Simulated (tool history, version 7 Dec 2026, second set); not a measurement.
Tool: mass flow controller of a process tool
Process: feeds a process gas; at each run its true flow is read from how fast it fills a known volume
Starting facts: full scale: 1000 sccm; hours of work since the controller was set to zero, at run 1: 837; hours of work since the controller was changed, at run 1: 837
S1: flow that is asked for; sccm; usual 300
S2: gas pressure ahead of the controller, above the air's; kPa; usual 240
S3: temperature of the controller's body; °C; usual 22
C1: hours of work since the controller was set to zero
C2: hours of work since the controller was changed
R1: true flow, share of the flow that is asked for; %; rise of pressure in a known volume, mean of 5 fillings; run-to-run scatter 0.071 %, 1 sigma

run	day	S1	S2	S3	C1	C2	R1
1	0	300	240	22	837	837	100.06
2	9.238	300	240	22	926	926	100.17
3	24.892	300	203	22	1075	1075	99.84
4	40.171	300	238	22	1221	1221	100.01
5	49.208	506	240	22	1308	1308	100.02
6	64.933	506	240	22	1458	1458	100.22
7	77.046	506	240	22	1574	1574	100.17
8	86.608	506	240	22	1666	1666	100.2
9	96.825	506	240	22	1763	1763	100.12
10	104.825	683	188	36	1840	1840	99.23
11	112.179	580	273	29	1910	1910	100.14
12	124.233	172	262	25	2025	2025	100.07
13	131.612	172	262	25	2096	2096	99.94
14	146.558	172	262	25	2239	2239	99.9
15	153.525	504	222	32	2306	2306	99.49

What if the next run were any one of these 3? Each begins from the tool's condition after run 15:
A	168.817	322	182	24	2452	2452	?
B	168.817	300	204	23	2452	2452	?
C	168.817	751	199	28	2452	2452	?

run	R1
A	99.56
B	99.73
C	99.76
Without the tool's hidden state the same runs would have given:
run	R1
A	99.55
B	99.72
C	99.76
